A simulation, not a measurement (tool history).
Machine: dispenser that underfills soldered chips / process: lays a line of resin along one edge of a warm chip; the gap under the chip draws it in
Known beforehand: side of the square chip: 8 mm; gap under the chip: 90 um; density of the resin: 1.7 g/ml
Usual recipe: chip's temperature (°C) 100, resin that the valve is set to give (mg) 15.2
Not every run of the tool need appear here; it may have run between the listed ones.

run,hour,chip's temperature (°C),resin that the valve is set to give (mg),time until the resin shows at the far edge (s),resin that the valve gave (mg)
1,0,100,15.2,28,14.15
2,2.7,100,15.2,31.2,14.06
# hour 4.7: dispensing valve cleaned and set on the balance
# hour 8.4: new syringe of resin
3,9.8,100,15.2,26.1,15.3
4,13,100,15.2,29.5,15.19
5,16.9,104,15.2,28.3,15.12
# hour 19.6: new syringe of resin
6,20,104,15.2,21,15.07
7,24.1,104,15.2,24.7,15.11
8,29.8,100,15.2,37.3,15.13
# hour 30.8: new syringe of resin
9,34.5,104,15.2,23.9,14.97
10,38.7,100,15.2,33.5,14.96
# hour 41.7: new syringe of resin
11,41.7,100,15.2,25,14.99
12,45.8,100,15.2,29.4,14.92
13,51.4,100,15.2,35.6,14.89
# hour 52.7: new syringe of resin
14,56.6,100,15.2,28.2,14.85
15,61,100,14.9,33.8,14.51
# hour 63.9: new syringe of resin
16,65.4,100,14.9,26.2,14.52
17,70.9,100,14.9,31.5,14.43
18,74.2,100,16.3,35.9,15.85
# hour 74.8: new syringe of resin
19,79.7,100,16.3,30.4,15.76
20,83.6,100,16.3,34.5,15.82
# hour 86: new syringe of resin
21,86.8,100,16.3,25.4,15.8
22,91.3,112,18.2,18.4,17.57
23,96.3,88,19.8,60.7,19.14
# hour 97.1: new syringe of resin
24,100.7,114,16.5,16.1,15.91
25,105.2,86,16.2,62.7,15.58
# hour 108.3: new syringe of resin
26,111.1,86,16.2,51.3,15.41
27,114.2,86,16.2,56.7,15.44
28,118.6,85,18.5,71,17.53
# hour 119.6: new syringe of resin
29,121.5,105,19.5,21.8,18.62
30,127.4,105,19.5,27.1,18.57
31,129.9,89,14.5,60.5,13.69
# hour 130.6: new syringe of resin
32,135.7,89,14.5,49.5,13.65
33,138.5,89,14.5,54.7,13.66
# hour 142: new syringe of resin
34,143.1,100,15.2,26.3,14.19
# hour 145: dispensing valve cleaned and set on the balance
35,148.9,113,13.3,18.5,13.3
36,151.8,113,13.3,21.2,13.32

What if the next run were any one of these 3? Each begins from the tool's condition after run 36:
# hour 154: new syringe of resin
A,157.7,103,14.3,?,?
# hour 154: new syringe of resin
B,157.7,108,13.3,?,?
# hour 154: new syringe of resin
C,157.7,113,15.1,?,?

run,time until the resin shows at the far edge (s),resin that the valve gave (mg)
A,26.4,14.21
B,21.9,13.13
C,17.1,15.1
Without the tool's unlogged condition, the same runs would have read:
run,time until the resin shows at the far edge (s),resin that the valve gave (mg)
A,22,14.29
B,18.3,13.2
C,14.2,15.18
